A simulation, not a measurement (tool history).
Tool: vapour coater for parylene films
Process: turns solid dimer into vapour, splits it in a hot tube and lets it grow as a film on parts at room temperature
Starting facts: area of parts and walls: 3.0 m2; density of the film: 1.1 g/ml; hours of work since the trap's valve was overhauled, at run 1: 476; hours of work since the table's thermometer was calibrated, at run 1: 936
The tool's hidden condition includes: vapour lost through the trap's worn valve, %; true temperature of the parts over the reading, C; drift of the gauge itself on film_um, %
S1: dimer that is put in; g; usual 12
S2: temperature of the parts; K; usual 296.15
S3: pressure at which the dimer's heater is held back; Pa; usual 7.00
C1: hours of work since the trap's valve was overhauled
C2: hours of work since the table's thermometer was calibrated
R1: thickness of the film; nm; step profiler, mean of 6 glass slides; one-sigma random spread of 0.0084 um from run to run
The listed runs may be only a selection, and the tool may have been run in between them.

run	day	S1	S2	S3	C1	C2	R1
1	0.000	12	296.15	7.00	476	936	1596
2	2.658	12	296.15	7.00	519	979	1607
3	5.008	6	296.15	7.00	557	1017	772
# day 5.808: trap's valve overhauled
4	8.042	6	296.15	7.00	36	1063	869
5	9.812	6	296.15	7.00	65	1091	850
6	12.912	12	296.15	7.00	115	1141	1689
7	15.525	11	297.15	8.58	157	1184	1492
# day 15.712: table's thermometer calibrated
8	18.462	5	291.15	5.54	204	44	773
9	19.883	5	291.15	5.54	227	67	782
10	22.242	5	291.15	7.00	265	105	766

What will run 11 give?
11	23.896	12	296.15	6.07	291	132	?

{"run 11": {"R1": 1655}}
Take away the tool's hidden state, keep the run-to-run variation as it was, and the same run would have given R1 1741 nm.

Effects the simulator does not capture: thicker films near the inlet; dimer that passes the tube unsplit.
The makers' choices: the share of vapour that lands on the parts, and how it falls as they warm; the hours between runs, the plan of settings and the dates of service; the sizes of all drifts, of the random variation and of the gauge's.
